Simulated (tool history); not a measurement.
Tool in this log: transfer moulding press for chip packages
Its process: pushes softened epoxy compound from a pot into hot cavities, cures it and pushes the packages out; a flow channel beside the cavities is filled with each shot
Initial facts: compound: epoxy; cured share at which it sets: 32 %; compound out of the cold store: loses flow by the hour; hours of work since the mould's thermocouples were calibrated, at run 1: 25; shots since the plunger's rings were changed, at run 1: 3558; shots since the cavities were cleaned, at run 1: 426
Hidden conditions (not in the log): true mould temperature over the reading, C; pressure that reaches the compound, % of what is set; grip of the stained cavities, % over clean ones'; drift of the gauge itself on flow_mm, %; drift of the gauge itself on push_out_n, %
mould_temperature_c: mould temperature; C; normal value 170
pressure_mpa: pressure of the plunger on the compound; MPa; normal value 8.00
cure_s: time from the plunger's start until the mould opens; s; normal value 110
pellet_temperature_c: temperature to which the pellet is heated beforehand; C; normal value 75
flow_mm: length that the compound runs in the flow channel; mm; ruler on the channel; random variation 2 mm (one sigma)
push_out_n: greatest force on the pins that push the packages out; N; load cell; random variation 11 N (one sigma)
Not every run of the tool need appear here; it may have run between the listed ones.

run,hour,mould_temperature_c,pressure_mpa,cure_s,pellet_temperature_c,hours of work since the mould's thermocouples were calibrated,shots since the plunger's rings were changed,shots since the cavities were cleaned,incoming compound's hours out of the cold store,flow_mm,push_out_n
1,0.0,170,8.00,110,75,25,3558,426,17.0,736,767
2,24.1,170,8.00,110,75,42,3840,708,11.7,751,795
# hour 38.3: cavities cleaned with cleaning compound and waxed
3,43.1,170,8.00,110,75,54,4045,56,9.6,756,621
4,73.3,170,8.00,110,75,75,4398,409,25.7,706,755
# hour 101.7: plunger's sealing rings changed
5,110.5,170,8.00,110,75,99,102,814,33.2,725,798
# hour 114.4: cavities cleaned with cleaning compound and waxed
6,145.6,170,8.06,110,75,123,496,365,19.5,759,738
7,184.9,170,8.06,110,75,150,956,825,41.8,697,762
# hour 189.7: cavities cleaned with cleaning compound and waxed
8,212.2,170,6.12,110,75,168,1258,263,41.2,606,661
9,249.7,170,6.12,110,75,194,1696,701,35.8,611,764
# hour 263.3: cavities cleaned with cleaning compound and waxed
10,277.5,173,8.00,110,75,213,2004,166,34.1,690,541
11,299.0,173,8.00,110,75,228,2256,418,42.0,670,638
12,323.7,173,8.00,110,75,245,2545,707,28.3,705,670
# hour 337.9: cavities cleaned with cleaning compound and waxed
13,345.5,173,9.77,110,75,259,2782,88,23.6,791,507
14,363.1,173,9.77,110,75,271,2989,295,42.4,731,602
15,385.7,173,9.77,110,75,287,3252,558,43.2,729,682
# hour 411.1: cavities cleaned with cleaning compound and waxed
16,412.2,173,9.77,110,75,304,3545,13,27.7,772,467

For run 17, what comes out?
17,446.9,173,9.77,110,75,328,3952,420,31.0,?,?

Run 17 measured flow_mm 753 mm, push_out_n 621 N.
Had the tool carried no hidden state, the very same run would have given flow_mm 792 mm, push_out_n 455 N.
